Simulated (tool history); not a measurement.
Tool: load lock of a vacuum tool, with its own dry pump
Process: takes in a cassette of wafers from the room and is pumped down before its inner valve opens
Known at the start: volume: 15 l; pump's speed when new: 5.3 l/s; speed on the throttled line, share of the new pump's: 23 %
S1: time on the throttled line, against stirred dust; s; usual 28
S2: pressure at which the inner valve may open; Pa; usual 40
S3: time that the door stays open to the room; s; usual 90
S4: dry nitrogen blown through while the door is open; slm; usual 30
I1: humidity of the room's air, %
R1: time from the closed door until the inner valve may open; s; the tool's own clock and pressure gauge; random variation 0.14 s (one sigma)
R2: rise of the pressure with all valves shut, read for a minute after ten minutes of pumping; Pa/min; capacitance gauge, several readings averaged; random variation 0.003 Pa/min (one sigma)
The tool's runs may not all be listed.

run	hour	S1	S2	S3	S4	I1	R1	R2
1	0	28	40	90	30	46.1	44	0.033
2	298	28	40	90	30	44.8	43.6	0.03
3	663.4	28	40	90	30	44.3	43.8	0.03
4	1064.9	28	40	90	30	42.9	43.6	0.034
5	1284.8	28	40	90	30	44.1	43.7	0.033
6	1653.6	28	40	90	30	43	43.7	0.03
7	1947.8	28	40	90	30	46.6	43.7	0.035
8	2255.6	28	40	90	30	46.6	43.8	0.035
9	2587.3	28	40	90	30	44.2	43.9	0.033
10	3024.7	28	40	90	5	45.2	43.9	0.058
11	3402.7	28	40	90	30	44.8	43.7	0.031
12	3831.9	28	40	90	30	45.3	43.8	0.033
13	4013.2	28	40	90	30	48.1	43.8	0.031
14	4352.2	28	40	90	30	43.8	43.9	0.03
15	4613.7	28	40	90	30	47	43.9	0.03
16	4898.1	28	40	90	30	46.8	43.7	0.033
17	5296	28	40	157	30	44.2	43.7	0.035
18	5721.8	28	40	90	4	47.6	43.8	0.069
19	6100.9	28	40	90	30	45.5	43.7	0.036
20	6388.1	28	39	65	7	45.3	43.8	0.043
21	6746.4	22	39	76	7	44.9	39.2	0.044
22	6994.5	22	39	76	7	42.9	39.3	0.044

Run 23 comes next. What will it give?
23	7408.6	17	63	76	7	45.4	?	?

R1: 34.1 s
R2: 0.051 Pa/min
Without the tool's hidden state the same run would have given R1 34 s, R2 0.05 Pa/min.
